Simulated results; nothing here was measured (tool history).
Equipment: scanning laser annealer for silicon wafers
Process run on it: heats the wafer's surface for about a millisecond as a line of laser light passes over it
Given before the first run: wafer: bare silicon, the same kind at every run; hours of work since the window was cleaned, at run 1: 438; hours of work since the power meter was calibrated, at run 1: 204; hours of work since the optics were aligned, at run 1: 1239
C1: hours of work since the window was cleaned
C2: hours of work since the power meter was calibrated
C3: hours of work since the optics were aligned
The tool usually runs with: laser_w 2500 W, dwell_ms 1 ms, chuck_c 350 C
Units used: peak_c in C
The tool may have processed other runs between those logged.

run 1 hour=0 | laser_w=2500 dwell_ms=1 chuck_c=350 | C1=438 C2=204 C3=1239 | peak_c=1084
run 2 hour=7.6 | laser_w=2500 dwell_ms=1 chuck_c=350 | C1=444 C2=209 C3=1245 | peak_c=1088
run 3 hour=18.7 | laser_w=2500 dwell_ms=1 chuck_c=310 | C1=452 C2=217 C3=1253 | peak_c=1049
run 4 hour=25.9 | laser_w=2500 dwell_ms=1 chuck_c=310 | C1=457 C2=223 C3=1258 | peak_c=1046
run 5 hour=34.8 | laser_w=2500 dwell_ms=0.96 chuck_c=350 | C1=464 C2=229 C3=1265 | peak_c=1070
run 6 hour=43.1 | laser_w=2597 dwell_ms=0.96 chuck_c=350 | C1=470 C2=235 C3=1271 | peak_c=1100
run 7 hour=53.9 | laser_w=2597 dwell_ms=0.96 chuck_c=350 | C1=478 C2=243 C3=1279 | peak_c=1096
-- hour=59.7 optics aligned, line set to its width
run 8 hour=74 | laser_w=2500 dwell_ms=0.93 chuck_c=350 | C1=489 C2=254 C3=10 | peak_c=1056
run 9 hour=84.2 | laser_w=2500 dwell_ms=0.93 chuck_c=350 | C1=496 C2=261 C3=18 | peak_c=1053

Run 10 has not been measured yet. What should we expect?
-- hour=97.3 optics aligned, line set to its width, once more
run 10 hour=104.6 | laser_w=2500 dwell_ms=1 chuck_c=350 | C1=507 C2=273 C3=5 | peak_c=?

peak_c: 1092 C
The same run, on a tool lacking any hidden state, would have yielded peak_c 1127 C.
